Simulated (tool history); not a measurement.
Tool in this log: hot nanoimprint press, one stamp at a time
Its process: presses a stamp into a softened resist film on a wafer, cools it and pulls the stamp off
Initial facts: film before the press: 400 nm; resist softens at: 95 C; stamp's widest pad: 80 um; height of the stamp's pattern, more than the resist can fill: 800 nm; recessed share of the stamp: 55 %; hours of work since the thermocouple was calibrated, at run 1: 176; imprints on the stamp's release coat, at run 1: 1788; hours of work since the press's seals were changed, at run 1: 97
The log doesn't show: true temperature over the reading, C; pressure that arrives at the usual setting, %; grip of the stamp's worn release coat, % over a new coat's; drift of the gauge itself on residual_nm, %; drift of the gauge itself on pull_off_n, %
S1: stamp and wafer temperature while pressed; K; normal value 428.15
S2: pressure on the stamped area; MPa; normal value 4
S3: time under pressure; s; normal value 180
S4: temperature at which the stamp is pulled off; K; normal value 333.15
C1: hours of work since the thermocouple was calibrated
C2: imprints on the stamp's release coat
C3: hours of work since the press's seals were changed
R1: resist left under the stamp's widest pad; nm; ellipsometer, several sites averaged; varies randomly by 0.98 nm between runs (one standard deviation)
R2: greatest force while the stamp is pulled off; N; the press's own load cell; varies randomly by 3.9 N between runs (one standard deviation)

run,hour,S1,S2,S3,S4,C1,C2,C3,R1,R2
1,0,428.15,4,180,333.15,176,1788,97,188.3,303
# hour 12.6: stamp cleaned and given a new release coat
2,58.9,428.15,4,180,333.15,218,116,139,188.8,195
3,150.2,428.15,4,180,333.15,291,343,212,186.4,204
# hour 188.2: plate thermocouple calibrated
4,220.5,428.15,4,180,333.15,26,511,266,182.9,223
5,291.6,428.15,4,180,333.15,83,689,323,182.9,229
6,370.5,427.15,4,180,333.15,146,886,386,188.5,230
7,463.7,427.15,4,180,333.15,220,1118,460,187.3,243
8,539.9,427.15,4,180,333.15,281,1308,521,184.8,258
# hour 588.7: plate thermocouple calibrated
9,628.1,427.15,4,180,333.15,31,1521,589,208.4,281
# hour 703.7: plate thermocouple calibrated, once more
10,703.7,427.15,4,180,333.15,0,1702,648,208.4,307
# hour 753.7: stamp cleaned and given a new release coat
11,794.2,427.15,4,197,333.15,68,101,715,200.2,194
12,875,427.15,4,197,321.15,132,303,780,197.3,256
13,972,427.15,4,197,321.15,210,545,857,196.2,272
14,1047.6,427.15,4,197,321.15,270,733,918,193.8,287
15,1102.2,430.15,4,180,333.15,314,869,961,175.1,247
# hour 1109.5: plate thermocouple calibrated
16,1160.1,428.15,4,109,333.15,40,1006,1005,232.3,245
17,1221.5,428.15,3.08,109,319.15,90,1160,1054,253.8,322
18,1296.7,428.15,4,162,324.15,150,1347,1114,202.3,318
19,1347.5,428.15,2.69,191,324.15,190,1474,1155,220.5,324
# hour 1362.2: press's hydraulic seals changed and the load cell set to zero
20,1433.3,428.15,2.69,191,324.15,252,1668,57,213,345
# hour 1491.6: stamp cleaned and given a new release coat
# hour 1527.4: plate thermocouple calibrated
21,1538,428.15,2.69,191,324.15,8,108,133,221.3,232
22,1579,428.15,5.14,180,319.15,41,210,166,175.6,245
23,1670.6,428.15,2.79,225,333.15,114,439,239,206.4,207
24,1765.4,428.15,2.79,225,333.15,190,675,315,204.9,232
25,1860.9,428.15,2.54,225,323.15,267,914,392,210.2,280
# hour 1936.1: plate thermocouple calibrated
26,1936.1,428.15,2.54,225,323.15,0,1094,449,216.9,310
27,1986.1,428.15,2.54,248,324.15,40,1218,489,208.4,299
28,2058.2,429.15,2.54,248,337.15,98,1398,547,196.2,261
29,2140.5,429.15,2.54,248,337.15,163,1604,613,198.5,264

Below are 4 alternative next runs, each starting from the tool's condition after run 29. Predict each:
A,2205.5,428.15,2.88,180,336.15,215,1766,665,?,?
B,2205.5,422.15,4,180,333.15,215,1766,665,?,?
C,2205.5,416.15,4,322,322.15,215,1766,665,?,?
D,2205.5,428.15,4.45,180,328.15,215,1766,665,?,?

run,R1,R2
A,215.3,279
B,247.7,303
C,264.5,358
D,184.8,327
The same runs, with their run-to-run variation unchanged, on a tool lacking any hidden condition would have given:
run,R1,R2
A,220.8,179
B,253,194
C,270.9,228
D,188.4,209
